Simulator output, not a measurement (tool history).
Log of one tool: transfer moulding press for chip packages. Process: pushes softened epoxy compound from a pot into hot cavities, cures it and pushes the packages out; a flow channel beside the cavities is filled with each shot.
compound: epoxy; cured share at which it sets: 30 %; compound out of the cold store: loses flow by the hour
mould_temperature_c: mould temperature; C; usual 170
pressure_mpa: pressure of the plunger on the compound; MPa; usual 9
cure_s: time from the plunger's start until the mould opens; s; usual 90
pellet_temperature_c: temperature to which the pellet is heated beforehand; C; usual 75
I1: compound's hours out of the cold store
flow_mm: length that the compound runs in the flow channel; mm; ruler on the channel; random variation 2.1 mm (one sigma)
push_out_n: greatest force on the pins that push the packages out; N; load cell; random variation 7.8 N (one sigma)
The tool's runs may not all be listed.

{"run": 1, "hour": 0.0, "mould_temperature_c": 170, "pressure_mpa": 9, "cure_s": 90, "pellet_temperature_c": 75, "I1": 21.6, "flow_mm": 740, "push_out_n": 655}
{"run": 2, "hour": 6.6, "mould_temperature_c": 170, "pressure_mpa": 9, "cure_s": 90, "pellet_temperature_c": 75, "I1": 35.4, "flow_mm": 671, "push_out_n": 623}
{"run": 3, "hour": 13.4, "mould_temperature_c": 170, "pressure_mpa": 9, "cure_s": 90, "pellet_temperature_c": 75, "I1": 21.2, "flow_mm": 743, "push_out_n": 650}
{"run": 4, "hour": 23.5, "mould_temperature_c": 170, "pressure_mpa": 9, "cure_s": 90, "pellet_temperature_c": 75, "I1": 42.2, "flow_mm": 634, "push_out_n": 643}
{"run": 5, "hour": 31.4, "mould_temperature_c": 171, "pressure_mpa": 9, "cure_s": 90, "pellet_temperature_c": 75, "I1": 30.8, "flow_mm": 685, "push_out_n": 634}
{"hour": 37.4, "done": "cavities cleaned with cleaning compound and waxed"}
{"run": 6, "hour": 43.7, "mould_temperature_c": 170, "pressure_mpa": 7.66, "cure_s": 90, "pellet_temperature_c": 75, "I1": 16.7, "flow_mm": 700, "push_out_n": 382}
{"run": 7, "hour": 51.3, "mould_temperature_c": 170, "pressure_mpa": 7.66, "cure_s": 90, "pellet_temperature_c": 75, "I1": 29.7, "flow_mm": 643, "push_out_n": 421}
{"run": 8, "hour": 59.8, "mould_temperature_c": 170, "pressure_mpa": 7.66, "cure_s": 90, "pellet_temperature_c": 75, "I1": 19.7, "flow_mm": 686, "push_out_n": 444}
{"run": 9, "hour": 68.7, "mould_temperature_c": 170, "pressure_mpa": 7.66, "cure_s": 90, "pellet_temperature_c": 75, "I1": 8.4, "flow_mm": 748, "push_out_n": 486}
{"run": 10, "hour": 76.1, "mould_temperature_c": 170, "pressure_mpa": 7.66, "cure_s": 90, "pellet_temperature_c": 75, "I1": 45.3, "flow_mm": 571, "push_out_n": 497}
{"run": 11, "hour": 87.4, "mould_temperature_c": 170, "pressure_mpa": 7.66, "cure_s": 90, "pellet_temperature_c": 75, "I1": 37.6, "flow_mm": 603, "push_out_n": 527}
{"run": 12, "hour": 93.8, "mould_temperature_c": 170, "pressure_mpa": 7.66, "cure_s": 90, "pellet_temperature_c": 75, "I1": 37.2, "flow_mm": 606, "push_out_n": 559}
{"run": 13, "hour": 100.4, "mould_temperature_c": 175, "pressure_mpa": 9, "cure_s": 90, "pellet_temperature_c": 75, "I1": 45.2, "flow_mm": 612, "push_out_n": 492}
{"run": 14, "hour": 112.0, "mould_temperature_c": 175, "pressure_mpa": 9, "cure_s": 90, "pellet_temperature_c": 75, "I1": 16.8, "flow_mm": 744, "push_out_n": 520}
{"run": 15, "hour": 118.7, "mould_temperature_c": 175, "pressure_mpa": 9, "cure_s": 90, "pellet_temperature_c": 75, "I1": 14.6, "flow_mm": 759, "push_out_n": 570}
{"hour": 121.7, "done": "mould's thermocouples calibrated"}
{"run": 16, "hour": 133.1, "mould_temperature_c": 175, "pressure_mpa": 9, "cure_s": 90, "pellet_temperature_c": 75, "I1": 31.1, "flow_mm": 675, "push_out_n": 557}
{"run": 17, "hour": 143.8, "mould_temperature_c": 170, "pressure_mpa": 10.68, "cure_s": 90, "pellet_temperature_c": 72, "I1": 39.8, "flow_mm": 698, "push_out_n": 642}
{"run": 18, "hour": 149.5, "mould_temperature_c": 170, "pressure_mpa": 10.68, "cure_s": 90, "pellet_temperature_c": 72, "I1": 42.1, "flow_mm": 685, "push_out_n": 641}
{"hour": 154.5, "done": "cavities cleaned with cleaning compound and waxed"}
{"run": 19, "hour": 160.2, "mould_temperature_c": 170, "pressure_mpa": 10.68, "cure_s": 110, "pellet_temperature_c": 72, "I1": 16, "flow_mm": 824, "push_out_n": 327}
{"run": 20, "hour": 170.7, "mould_temperature_c": 170, "pressure_mpa": 9, "cure_s": 82, "pellet_temperature_c": 83, "I1": 27.4, "flow_mm": 696, "push_out_n": 500}
{"run": 21, "hour": 179.8, "mould_temperature_c": 170, "pressure_mpa": 8.97, "cure_s": 98, "pellet_temperature_c": 69, "I1": 18, "flow_mm": 748, "push_out_n": 436}
{"run": 22, "hour": 190.4, "mould_temperature_c": 176, "pressure_mpa": 6.89, "cure_s": 93, "pellet_temperature_c": 72, "I1": 12.4, "flow_mm": 670, "push_out_n": 424}
{"hour": 194.6, "done": "mould's thermocouples calibrated, once more"}
{"run": 23, "hour": 202.9, "mould_temperature_c": 176, "pressure_mpa": 6.89, "cure_s": 93, "pellet_temperature_c": 72, "I1": 25.5, "flow_mm": 608, "push_out_n": 443}
{"run": 24, "hour": 214.5, "mould_temperature_c": 176, "pressure_mpa": 6.89, "cure_s": 93, "pellet_temperature_c": 72, "I1": 16.6, "flow_mm": 647, "push_out_n": 503}
{"run": 25, "hour": 221.1, "mould_temperature_c": 174, "pressure_mpa": 9, "cure_s": 90, "pellet_temperature_c": 75, "I1": 24.7, "flow_mm": 704, "push_out_n": 523}
{"run": 26, "hour": 228.5, "mould_temperature_c": 170, "pressure_mpa": 7.55, "cure_s": 74, "pellet_temperature_c": 83, "I1": 26.6, "flow_mm": 641, "push_out_n": 844}
{"run": 27, "hour": 240.8, "mould_temperature_c": 177, "pressure_mpa": 7.97, "cure_s": 74, "pellet_temperature_c": 83, "I1": 28.1, "flow_mm": 641, "push_out_n": 615}
{"run": 28, "hour": 246.8, "mould_temperature_c": 178, "pressure_mpa": 9, "cure_s": 90, "pellet_temperature_c": 75, "I1": 25, "flow_mm": 694, "push_out_n": 550}

Forecast each of these 4 alternatives for the next run:
{"run": "A", "hour": 257.8, "mould_temperature_c": 170, "pressure_mpa": 9, "cure_s": 73, "pellet_temperature_c": 75, "I1": 9, "flow_mm": "?", "push_out_n": "?"}
{"run": "B", "hour": 257.8, "mould_temperature_c": 166, "pressure_mpa": 9, "cure_s": 91, "pellet_temperature_c": 66, "I1": 45.3, "flow_mm": "?", "push_out_n": "?"}
{"run": "C", "hour": 257.8, "mould_temperature_c": 166, "pressure_mpa": 10.1, "cure_s": 80, "pellet_temperature_c": 75, "I1": 17, "flow_mm": "?", "push_out_n": "?"}
{"run": "D", "hour": 257.8, "mould_temperature_c": 173, "pressure_mpa": 8.13, "cure_s": 90, "pellet_temperature_c": 81, "I1": 31.3, "flow_mm": "?", "push_out_n": "?"}

run=A flow_mm=793 push_out_n=1154
run=B flow_mm=616 push_out_n=750
run=C flow_mm=800 push_out_n=1110
run=D flow_mm=638 push_out_n=581
Without the tool's hidden state the same runs would have given:
run=A flow_mm=836 push_out_n=589
run=B flow_mm=649 push_out_n=382
run=C flow_mm=843 push_out_n=565
run=D flow_mm=672 push_out_n=299
